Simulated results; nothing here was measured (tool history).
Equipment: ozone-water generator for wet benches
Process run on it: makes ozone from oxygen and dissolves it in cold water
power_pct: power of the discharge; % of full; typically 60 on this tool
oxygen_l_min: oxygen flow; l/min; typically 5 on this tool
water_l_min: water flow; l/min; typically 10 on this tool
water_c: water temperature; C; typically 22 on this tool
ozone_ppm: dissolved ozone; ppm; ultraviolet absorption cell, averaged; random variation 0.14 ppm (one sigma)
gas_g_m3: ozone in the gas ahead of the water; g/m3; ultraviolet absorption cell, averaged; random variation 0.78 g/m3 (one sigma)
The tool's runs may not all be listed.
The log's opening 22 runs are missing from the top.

| run | hour | power_pct | oxygen_l_min | water_l_min | water_c | hours of work since the electrodes were changed | hours of work since the contactor was cleaned | hours of work since the thermometer was calibrated | ozone_ppm | gas_g_m3 |
|---|---|---|---|---|---|---|---|---|---|---|
| 23 | 1115.3 | 60 | 6.64 | 16 | 26 | 1354 | 4890 | 4481 | 13.8 | 118.2 |
| 24 | 1161.1 | 60 | 6.64 | 16 | 26 | 1395 | 4931 | 4522 | 13.7 | 118.9 |
| 25 | 1202.4 | 60 | 6.64 | 9 | 21 | 1432 | 4968 | 4559 | 20.4 | 119.2 |
| 26 | 1232.2 | 60 | 5 | 8 | 18 | 1458 | 4994 | 4586 | 24.6 | 140.1 |
| 27 | 1279 | 60 | 6.39 | 10 | 22 | 1500 | 5036 | 4628 | 19.2 | 121.7 |
| 28 | 1320.4 | 60 | 6.39 | 10 | 22 | 1537 | 5073 | 4665 | 19.5 | 121.4 |
| 29 | 1365.4 | 60 | 3.69 | 10 | 22 | 1578 | 5114 | 4705 | 21.6 | 166.9 |
| 30 | 1417 | 48 | 4.17 | 15 | 29 | 1624 | 5160 | 4751 | 13.1 | 137.2 |
| 31 | 1458.6 | 48 | 3.65 | 13 | 23 | 1661 | 5197 | 4788 | 15.7 | 145.9 |
|  | 1509.7 | contactor cleaned |
| 32 | 1525.6 | 60 | 4.63 | 10 | 17 | 1717 | 14 | 4845 | 22.9 | 146.2 |

Forecast each of these 5 alternatives for the next run:
| A | 1587.9 | 81 | 5.01 | 9 | 17 | 1773 | 70 | 4900 | ? | ? |
| B | 1587.9 | 60 | 5 | 13 | 20 | 1773 | 70 | 4900 | ? | ? |
| C | 1587.9 | 60 | 5 | 6 | 22 | 1773 | 70 | 4900 | ? | ? |
| D | 1587.9 | 53 | 5.97 | 10 | 24 | 1773 | 70 | 4900 | ? | ? |
| E | 1587.9 | 60 | 3.71 | 10 | 20 | 1773 | 70 | 4900 | ? | ? |

| run | ozone_ppm | gas_g_m3 |
|---|---|---|
| A | 28.4 | 168.5 |
| B | 18.4 | 140 |
| C | 25.5 | 141.6 |
| D | 17.5 | 117.8 |
| E | 22.3 | 166.9 |
Without the tool's hidden state the same runs would have given:
| run | ozone_ppm | gas_g_m3 |
|---|---|---|
| A | 28.4 | 168.6 |
| B | 18.4 | 140.1 |
| C | 25.6 | 141.7 |
| D | 17.6 | 117.9 |
| E | 22.4 | 167 |
